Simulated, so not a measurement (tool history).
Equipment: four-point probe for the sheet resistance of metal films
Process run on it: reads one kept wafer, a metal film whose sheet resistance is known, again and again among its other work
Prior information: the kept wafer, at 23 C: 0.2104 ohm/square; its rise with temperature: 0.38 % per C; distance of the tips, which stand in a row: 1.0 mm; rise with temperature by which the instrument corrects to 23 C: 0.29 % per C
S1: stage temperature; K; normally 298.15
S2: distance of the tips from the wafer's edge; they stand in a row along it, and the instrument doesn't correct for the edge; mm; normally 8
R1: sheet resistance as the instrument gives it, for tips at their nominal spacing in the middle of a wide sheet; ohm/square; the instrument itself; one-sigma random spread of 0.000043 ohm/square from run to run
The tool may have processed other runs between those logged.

run 1 hour=0 | S1=298.15 S2=8 | R1=0.211807
run 2 hour=80.3 | S1=295.15 S2=8 | R1=0.211149
run 3 hour=146.3 | S1=295.15 S2=8 | R1=0.211163
run 4 hour=202.3 | S1=298.15 S2=8 | R1=0.211724
run 5 hour=276.6 | S1=298.15 S2=8 | R1=0.211674
run 6 hour=338.7 | S1=295.15 S2=8 | R1=0.211101
run 7 hour=377 | S1=293.15 S2=8 | R1=0.210707
run 8 hour=460.8 | S1=298.15 S2=73 | R1=0.209853
run 9 hour=527.9 | S1=298.15 S2=73 | R1=0.209853
run 10 hour=610.5 | S1=298.15 S2=8 | R1=0.211544
run 11 hour=664.9 | S1=293.15 S2=8 | R1=0.210614
run 12 hour=717.1 | S1=293.15 S2=8 | R1=0.210676
run 13 hour=761.3 | S1=293.15 S2=8 | R1=0.210593
run 14 hour=800.5 | S1=298.15 S2=8 | R1=0.211531
run 15 hour=866.4 | S1=298.15 S2=8 | R1=0.21153
run 16 hour=914.3 | S1=298.15 S2=8 | R1=0.21149
run 17 hour=989.6 | S1=298.15 S2=8 | R1=0.211549
run 18 hour=1052.2 | S1=294.15 S2=8 | R1=0.210661
run 19 hour=1134.2 | S1=294.15 S2=8 | R1=0.210632
run 20 hour=1207.2 | S1=298.15 S2=8 | R1=0.211391
-- hour=1216.1 stage's thermometer calibrated
run 21 hour=1275 | S1=298.15 S2=8 | R1=0.211223
run 22 hour=1346 | S1=298.15 S2=17 | R1=0.2098
run 23 hour=1399.3 | S1=294.15 S2=23 | R1=0.208943
run 24 hour=1453.1 | S1=303.15 S2=11 | R1=0.211307
run 25 hour=1531.2 | S1=299.15 S2=4 | R1=0.216456
run 26 hour=1599.1 | S1=299.15 S2=6 | R1=0.212631
run 27 hour=1644.7 | S1=303.15 S2=10 | R1=0.211314
-- hour=1682.1 stage's thermometer calibrated, once more
run 28 hour=1719.2 | S1=297.15 S2=19 | R1=0.209994
run 29 hour=1767.9 | S1=303.15 S2=8 | R1=0.212517
run 30 hour=1844.3 | S1=305.15 S2=48 | R1=0.21117
run 31 hour=1930.6 | S1=302.15 S2=4 | R1=0.217389
run 32 hour=2019.6 | S1=308.15 S2=20 | R1=0.211854
run 33 hour=2100.3 | S1=304.15 S2=6 | R1=0.213898
run 34 hour=2155 | S1=298.15 S2=9 | R1=0.211076
run 35 hour=2227.4 | S1=306.15 S2=27 | R1=0.211306
run 36 hour=2295.3 | S1=304.15 S2=27 | R1=0.210898
run 37 hour=2375.6 | S1=304.15 S2=27 | R1=0.210893
run 38 hour=2448.7 | S1=297.15 S2=8 | R1=0.211312
run 39 hour=2532 | S1=297.15 S2=8 | R1=0.21119
run 40 hour=2571.2 | S1=292.15 S2=26 | R1=0.208628
run 41 hour=2624.9 | S1=291.15 S2=33 | R1=0.208439
run 42 hour=2678.2 | S1=302.15 S2=22 | R1=0.210566
run 43 hour=2716 | S1=302.15 S2=17 | R1=0.210648
run 44 hour=2756.3 | S1=302.15 S2=17 | R1=0.210596

Below are 5 alternative next runs, each starting from the tool's condition after run 44. Predict each:
run A hour=2826.5 | S1=298.15 S2=45 | R1=?
run B hour=2826.5 | S1=304.15 S2=8 | R1=?
run C hour=2826.5 | S1=294.15 S2=61 | R1=?
run D hour=2826.5 | S1=298.15 S2=62 | R1=?
run E hour=2826.5 | S1=303.15 S2=5 | R1=?

run=A R1=0.209588
run=B R1=0.212398
run=C R1=0.208783
run=D R1=0.209531
run=E R1=0.214818
Take away the tool's hidden state, keep each run's random variation, and the runs would have read:
run=A R1=0.210838
run=B R1=0.213661
run=C R1=0.210032
run=D R1=0.210781
run=E R1=0.216095

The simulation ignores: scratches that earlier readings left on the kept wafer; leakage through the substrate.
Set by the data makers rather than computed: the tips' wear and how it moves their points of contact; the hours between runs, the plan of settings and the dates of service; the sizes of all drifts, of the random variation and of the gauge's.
